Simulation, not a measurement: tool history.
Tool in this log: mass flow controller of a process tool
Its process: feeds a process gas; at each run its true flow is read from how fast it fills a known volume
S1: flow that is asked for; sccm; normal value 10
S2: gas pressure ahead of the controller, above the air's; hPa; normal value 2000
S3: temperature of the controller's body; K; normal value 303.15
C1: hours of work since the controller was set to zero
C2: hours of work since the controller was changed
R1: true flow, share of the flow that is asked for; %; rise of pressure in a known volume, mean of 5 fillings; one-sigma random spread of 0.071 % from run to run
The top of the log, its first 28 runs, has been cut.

run 29 day=117.646 | S1=5 S2=1690 S3=299.15 | C1=6087 C2=6087 | R1=99.46
run 30 day=121.242 | S1=10 S2=2400 S3=303.15 | C1=6150 C2=6150 | R1=99.62
run 31 day=124.125 | S1=12 S2=2400 S3=305.15 | C1=6200 C2=6200 | R1=99.58
run 32 day=128.171 | S1=3 S2=2170 S3=303.15 | C1=6270 C2=6270 | R1=101.43
run 33 day=132.192 | S1=3 S2=2170 S3=303.15 | C1=6340 C2=6340 | R1=101.47
run 34 day=136.396 | S1=3 S2=2170 S3=303.15 | C1=6413 C2=6413 | R1=101.50
run 35 day=141.671 | S1=15 S2=2000 S3=303.15 | C1=6505 C2=6505 | R1=99.42
run 36 day=147.804 | S1=4 S2=2780 S3=306.15 | C1=6612 C2=6612 | R1=101.16
run 37 day=151.717 | S1=13 S2=2000 S3=300.15 | C1=6680 C2=6680 | R1=99.18
run 38 day=154.629 | S1=17 S2=1500 S3=293.15 | C1=6730 C2=6730 | R1=98.45
run 39 day=159.675 | S1=10 S2=1650 S3=303.15 | C1=6818 C2=6818 | R1=99.06
run 40 day=165.675 | S1=11 S2=2120 S3=310.15 | C1=6922 C2=6922 | R1=99.90
run 41 day=171.296 | S1=11 S2=2120 S3=310.15 | C1=7020 C2=7020 | R1=99.97
-- day=175.550 controller's zero set anew
run 42 day=176.279 | S1=6 S2=2150 S3=301.15 | C1=13 C2=7106 | R1=97.53
run 43 day=181.800 | S1=6 S2=1960 S3=301.15 | C1=109 C2=7202 | R1=97.66
run 44 day=187.971 | S1=6 S2=1960 S3=301.15 | C1=216 C2=7310 | R1=97.54
run 45 day=193.792 | S1=5 S2=1810 S3=303.15 | C1=317 C2=7411 | R1=97.65
run 46 day=198.679 | S1=5 S2=1810 S3=303.15 | C1=402 C2=7496 | R1=97.63
run 47 day=203.771 | S1=2 S2=2790 S3=302.15 | C1=491 C2=7584 | R1=98.30
run 48 day=209.267 | S1=13 S2=1810 S3=296.15 | C1=586 C2=7680 | R1=97.53
run 49 day=211.954 | S1=4 S2=2000 S3=302.15 | C1=633 C2=7727 | R1=97.64

Each row is a separate what-if for the run after 49, all from the same tool condition, not one after another. Results?
run A day=216.358 | S1=2 S2=1540 S3=303.15 | C1=710 C2=7803 | R1=?
run B day=216.358 | S1=2 S2=2230 S3=311.15 | C1=710 C2=7803 | R1=?
run C day=216.358 | S1=3 S2=2080 S3=294.15 | C1=710 C2=7803 | R1=?

run=A R1=97.83
run=B R1=98.84
run=C R1=97.11
With the hidden condition removed and each run's random variation left untouched, the same runs would have given:
run=A R1=98.61
run=B R1=99.62
run=C R1=98.18

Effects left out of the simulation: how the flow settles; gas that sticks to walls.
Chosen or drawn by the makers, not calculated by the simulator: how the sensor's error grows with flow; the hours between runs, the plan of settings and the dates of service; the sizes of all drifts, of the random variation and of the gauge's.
